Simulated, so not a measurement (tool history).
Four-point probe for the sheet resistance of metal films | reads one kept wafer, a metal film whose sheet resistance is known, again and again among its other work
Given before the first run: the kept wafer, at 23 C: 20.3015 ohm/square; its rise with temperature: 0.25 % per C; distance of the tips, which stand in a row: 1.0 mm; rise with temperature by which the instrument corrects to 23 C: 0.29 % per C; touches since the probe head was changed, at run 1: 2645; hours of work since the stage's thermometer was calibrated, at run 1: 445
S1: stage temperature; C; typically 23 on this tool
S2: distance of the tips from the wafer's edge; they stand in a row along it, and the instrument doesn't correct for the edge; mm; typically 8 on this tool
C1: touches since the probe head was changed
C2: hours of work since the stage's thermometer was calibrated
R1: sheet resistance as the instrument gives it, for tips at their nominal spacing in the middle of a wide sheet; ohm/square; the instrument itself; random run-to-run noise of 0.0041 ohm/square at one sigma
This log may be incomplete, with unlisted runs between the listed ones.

{"run": 1, "hour": 0.0, "S1": 23, "S2": 8, "C1": 2645, "C2": 445, "R1": 20.458116}
{"run": 2, "hour": 18.0, "S1": 23, "S2": 8, "C1": 3130, "C2": 458, "R1": 20.441877}
{"run": 3, "hour": 30.0, "S1": 23, "S2": 8, "C1": 3453, "C2": 467, "R1": 20.446372}
{"run": 4, "hour": 41.4, "S1": 23, "S2": 8, "C1": 3761, "C2": 476, "R1": 20.442803}
{"run": 5, "hour": 56.3, "S1": 23, "S2": 8, "C1": 4161, "C2": 487, "R1": 20.439961}
{"run": 6, "hour": 80.6, "S1": 23, "S2": 8, "C1": 4817, "C2": 506, "R1": 20.453226}
{"run": 7, "hour": 103.5, "S1": 23, "S2": 8, "C1": 5432, "C2": 523, "R1": 20.438841}
{"run": 8, "hour": 118.3, "S1": 23, "S2": 8, "C1": 5833, "C2": 534, "R1": 20.44934}
{"run": 9, "hour": 141.4, "S1": 23, "S2": 14, "C1": 6453, "C2": 552, "R1": 20.334518}
{"run": 10, "hour": 159.5, "S1": 20, "S2": 8, "C1": 6942, "C2": 566, "R1": 20.4674}
{"run": 11, "hour": 174.2, "S1": 23, "S2": 8, "C1": 7336, "C2": 577, "R1": 20.439847}
{"run": 12, "hour": 193.4, "S1": 23, "S2": 8, "C1": 7855, "C2": 591, "R1": 20.442616}
{"run": 13, "hour": 212.8, "S1": 23, "S2": 7, "C1": 8377, "C2": 606, "R1": 20.492749}
{"run": 14, "hour": 232.1, "S1": 23, "S2": 7, "C1": 8897, "C2": 621, "R1": 20.495552}
{"run": 15, "hour": 244.1, "S1": 23, "S2": 51, "C1": 9220, "C2": 630, "R1": 20.275293}
{"run": 16, "hour": 266.8, "S1": 23, "S2": 51, "C1": 9831, "C2": 647, "R1": 20.274254}
{"run": 17, "hour": 283.5, "S1": 23, "S2": 51, "C1": 10282, "C2": 660, "R1": 20.281056}
{"run": 18, "hour": 298.0, "S1": 23, "S2": 51, "C1": 10673, "C2": 671, "R1": 20.284537}
{"run": 19, "hour": 318.8, "S1": 23, "S2": 8, "C1": 11232, "C2": 686, "R1": 20.44147}
{"run": 20, "hour": 338.0, "S1": 19, "S2": 8, "C1": 11750, "C2": 701, "R1": 20.469709}
{"run": 21, "hour": 358.6, "S1": 19, "S2": 8, "C1": 12305, "C2": 717, "R1": 20.46524}
{"run": 22, "hour": 378.5, "S1": 19, "S2": 8, "C1": 12840, "C2": 732, "R1": 20.471744}
{"run": 23, "hour": 390.4, "S1": 19, "S2": 8, "C1": 13160, "C2": 741, "R1": 20.467218}
{"run": 24, "hour": 403.6, "S1": 28, "S2": 18, "C1": 13516, "C2": 751, "R1": 20.259829}
{"run": 25, "hour": 413.5, "S1": 28, "S2": 18, "C1": 13784, "C2": 758, "R1": 20.270859}
{"run": 26, "hour": 428.0, "S1": 22, "S2": 8, "C1": 14175, "C2": 769, "R1": 20.452305}
{"run": 27, "hour": 447.8, "S1": 30, "S2": 4, "C1": 14707, "C2": 784, "R1": 20.878799}
{"run": 28, "hour": 464.1, "S1": 32, "S2": 27, "C1": 15145, "C2": 796, "R1": 20.21526}
{"run": 29, "hour": 483.7, "S1": 21, "S2": 7, "C1": 15674, "C2": 811, "R1": 20.502986}
{"run": 30, "hour": 504.4, "S1": 32, "S2": 7, "C1": 16231, "C2": 827, "R1": 20.436581}
{"run": 31, "hour": 528.2, "S1": 34, "S2": 65, "C1": 16874, "C2": 845, "R1": 20.192694}
{"run": 32, "hour": 541.1, "S1": 34, "S2": 65, "C1": 17221, "C2": 855, "R1": 20.194533}
{"run": 33, "hour": 556.3, "S1": 29, "S2": 7, "C1": 17629, "C2": 866, "R1": 20.449327}
{"run": 34, "hour": 568.6, "S1": 29, "S2": 7, "C1": 17962, "C2": 876, "R1": 20.441471}
{"run": 35, "hour": 586.0, "S1": 29, "S2": 74, "C1": 18430, "C2": 889, "R1": 20.231187}
{"run": 36, "hour": 606.2, "S1": 31, "S2": 6, "C1": 18973, "C2": 904, "R1": 20.50983}
{"run": 37, "hour": 621.4, "S1": 20, "S2": 8, "C1": 19384, "C2": 916, "R1": 20.447552}
{"run": 38, "hour": 645.2, "S1": 23, "S2": 61, "C1": 20024, "C2": 934, "R1": 20.271029}
{"run": 39, "hour": 668.0, "S1": 23, "S2": 61, "C1": 20638, "C2": 951, "R1": 20.27495}
{"run": 40, "hour": 687.2, "S1": 23, "S2": 61, "C1": 21157, "C2": 966, "R1": 20.260181}
{"run": 41, "hour": 710.4, "S1": 23, "S2": 72, "C1": 21782, "C2": 983, "R1": 20.257142}
{"run": 42, "hour": 731.4, "S1": 26, "S2": 9, "C1": 22346, "C2": 999, "R1": 20.371213}
{"run": 43, "hour": 751.2, "S1": 26, "S2": 9, "C1": 22880, "C2": 1014, "R1": 20.375469}
{"run": 44, "hour": 761.3, "S1": 24, "S2": 29, "C1": 23151, "C2": 1022, "R1": 20.269631}
{"run": 45, "hour": 782.8, "S1": 22, "S2": 45, "C1": 23730, "C2": 1038, "R1": 20.272375}

3 options for the next run, each taken on its own from the tool as it stands now. Forecast them:
{"run": "A", "hour": 803.7, "S1": 20, "S2": 45, "C1": 24293, "C2": 1054, "R1": "?"}
{"run": "B", "hour": 803.7, "S1": 26, "S2": 5, "C1": 24293, "C2": 1054, "R1": "?"}
{"run": "C", "hour": 803.7, "S1": 32, "S2": 45, "C1": 24293, "C2": 1054, "R1": "?"}

run=A R1=20.282683
run=B R1=20.665927
run=C R1=20.210481
Without the tool's hidden state the same runs would have given:
run=A R1=20.322797
run=B R1=20.707005
run=C R1=20.251042

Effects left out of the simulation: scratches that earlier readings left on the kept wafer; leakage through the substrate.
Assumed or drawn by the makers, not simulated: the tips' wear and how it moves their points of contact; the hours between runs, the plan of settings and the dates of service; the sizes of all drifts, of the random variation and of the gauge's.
